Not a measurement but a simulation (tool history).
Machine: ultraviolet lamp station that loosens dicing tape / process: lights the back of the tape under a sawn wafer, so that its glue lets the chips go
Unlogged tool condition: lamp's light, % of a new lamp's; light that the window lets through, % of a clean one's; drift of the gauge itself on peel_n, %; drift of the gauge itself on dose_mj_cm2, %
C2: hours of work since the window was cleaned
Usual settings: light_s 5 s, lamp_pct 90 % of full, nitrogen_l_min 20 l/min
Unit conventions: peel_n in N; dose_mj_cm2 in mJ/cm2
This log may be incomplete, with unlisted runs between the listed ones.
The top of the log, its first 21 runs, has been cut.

run 22 hour=514.9 | light_s=5 lamp_pct=90 nitrogen_l_min=19 | hours_of_work_of_the_lamp=73 C2=58 | peel_n=0.162 dose_mj_cm2=314
run 23 hour=533.1 | light_s=5 lamp_pct=90 nitrogen_l_min=19 | hours_of_work_of_the_lamp=81 C2=67 | peel_n=0.170 dose_mj_cm2=315
run 24 hour=556.6 | light_s=5 lamp_pct=61 nitrogen_l_min=19 | hours_of_work_of_the_lamp=92 C2=77 | peel_n=0.472 dose_mj_cm2=211
run 25 hour=583.9 | light_s=5 lamp_pct=61 nitrogen_l_min=19 | hours_of_work_of_the_lamp=105 C2=90 | peel_n=0.477 dose_mj_cm2=206
run 26 hour=606.0 | light_s=5 lamp_pct=61 nitrogen_l_min=19 | hours_of_work_of_the_lamp=115 C2=100 | peel_n=0.513 dose_mj_cm2=202
run 27 hour=620.5 | light_s=3 lamp_pct=61 nitrogen_l_min=25 | hours_of_work_of_the_lamp=121 C2=107 | peel_n=1.250 dose_mj_cm2=122
run 28 hour=639.1 | light_s=2 lamp_pct=90 nitrogen_l_min=14 | hours_of_work_of_the_lamp=130 C2=115 | peel_n=1.978 dose_mj_cm2=124
run 29 hour=655.8 | light_s=5 lamp_pct=97 nitrogen_l_min=33 | hours_of_work_of_the_lamp=138 C2=123 | peel_n=0.111 dose_mj_cm2=319
run 30 hour=669.8 | light_s=8 lamp_pct=97 nitrogen_l_min=33 | hours_of_work_of_the_lamp=144 C2=129 | peel_n=0.088 dose_mj_cm2=513
run 31 hour=692.5 | light_s=8 lamp_pct=97 nitrogen_l_min=33 | hours_of_work_of_the_lamp=154 C2=139 | peel_n=0.082 dose_mj_cm2=502
run 32 hour=720.0 | light_s=7 lamp_pct=79 nitrogen_l_min=29 | hours_of_work_of_the_lamp=167 C2=152 | peel_n=0.108 dose_mj_cm2=354

Below are 5 alternative next runs, each starting from the tool's condition after run 32. Predict each:
run A hour=748.8 | light_s=2 lamp_pct=94 nitrogen_l_min=18 | hours_of_work_of_the_lamp=180 C2=165 | peel_n=? dose_mj_cm2=?
run B hour=748.8 | light_s=4 lamp_pct=90 nitrogen_l_min=20 | hours_of_work_of_the_lamp=180 C2=165 | peel_n=? dose_mj_cm2=?
run C hour=748.8 | light_s=5 lamp_pct=95 nitrogen_l_min=15 | hours_of_work_of_the_lamp=180 C2=165 | peel_n=? dose_mj_cm2=?
run D hour=748.8 | light_s=5 lamp_pct=65 nitrogen_l_min=25 | hours_of_work_of_the_lamp=180 C2=165 | peel_n=? dose_mj_cm2=?
run E hour=748.8 | light_s=5 lamp_pct=90 nitrogen_l_min=29 | hours_of_work_of_the_lamp=180 C2=165 | peel_n=? dose_mj_cm2=?

run=A peel_n=1.700 dose_mj_cm2=116
run=B peel_n=0.368 dose_mj_cm2=229
run=C peel_n=0.242 dose_mj_cm2=299
run=D peel_n=0.419 dose_mj_cm2=204
run=E peel_n=0.153 dose_mj_cm2=283
The same runs, with their run-to-run variation unchanged, on a tool lacking any hidden condition would have given:
run=A peel_n=1.199 dose_mj_cm2=142
run=B peel_n=0.217 dose_mj_cm2=277
run=C peel_n=0.150 dose_mj_cm2=363
run=D peel_n=0.252 dose_mj_cm2=248
run=E peel_n=0.110 dose_mj_cm2=343
